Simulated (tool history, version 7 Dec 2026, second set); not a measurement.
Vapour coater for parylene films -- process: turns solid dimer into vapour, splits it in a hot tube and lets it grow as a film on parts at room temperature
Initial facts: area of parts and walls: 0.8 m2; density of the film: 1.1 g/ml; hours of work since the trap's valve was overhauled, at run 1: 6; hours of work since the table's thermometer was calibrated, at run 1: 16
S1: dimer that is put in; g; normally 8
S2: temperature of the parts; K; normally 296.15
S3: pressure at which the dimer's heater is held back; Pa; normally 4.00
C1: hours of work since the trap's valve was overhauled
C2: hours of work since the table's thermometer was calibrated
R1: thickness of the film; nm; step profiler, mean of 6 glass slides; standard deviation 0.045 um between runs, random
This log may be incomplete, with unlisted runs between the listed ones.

run   hour  S1      S2     S3  C1   C2    R1
  1    0.0   8  296.15   4.00   6   16  5080
  2   10.9  14  296.15   4.00  11   22  8880
  3   23.4  14  296.15   4.00  18   28  8700
  4   31.9   8  296.15   7.81  22   32  4640
  5   47.1   8  296.15   4.00  29   40  5000
  6   57.4   8  296.15   4.00  34   45  5020
  7   67.0   8  297.15   4.00  39   50  4750
  8   81.9   8  297.15   4.00  47   57  4790
  9   89.4   8  296.15   3.24  50   61  5130
 10  104.7   8  296.15   3.24  58   69  5000
 11  114.5   8  296.15   3.24  63   73  5050
 12  126.7   8  292.15   4.00  69   79  5990
 13  140.5   8  292.15   4.00  76   86  5940
 14  149.4   8  292.15   3.52  80   91  6000
 15  158.1   8  292.15   2.99  85   95  6120
     163.2  -- trap's valve overhauled
 16  171.0   4  296.15  10.22   4  100  2230
 17  179.1   4  295.15   8.61   8  104  2360
 18  191.8   4  295.15   8.61  14  110  2300
 19  204.8  12  300.15  10.60  21  116  5380
 20  212.0   4  293.15   3.40  24  120  2780
 21  224.9   8  296.15   4.00  31  126  4770
 22  234.8   8  296.15   4.00  36  131  4800
 23  246.1   8  296.15   9.65  41  137  4370
     253.0  -- trap's valve overhauled, once more
 24  261.2   7  295.15   4.65   4  142  4580
 25  276.8   7  295.15   4.65  12  150  4540
 26  286.8   5  296.15   2.06  17  155  3340
 27  297.4   5  296.15   2.06  22  160  3310

What if the next run were any one of these 3? Each begins from the tool's condition after run 27:
  A  310.8   8  305.15   2.06  29  167   ?
  B  310.8  14  295.15  10.53  29  167   ?
  C  310.8   4  296.15   4.00  29  167   ?

run    R1
  A  3470
  B  8350
  C  2500
Stripped of hidden state, with their random variation kept, the same runs would have yielded:
run    R1
  A  3500
  B  8410
  C  2520

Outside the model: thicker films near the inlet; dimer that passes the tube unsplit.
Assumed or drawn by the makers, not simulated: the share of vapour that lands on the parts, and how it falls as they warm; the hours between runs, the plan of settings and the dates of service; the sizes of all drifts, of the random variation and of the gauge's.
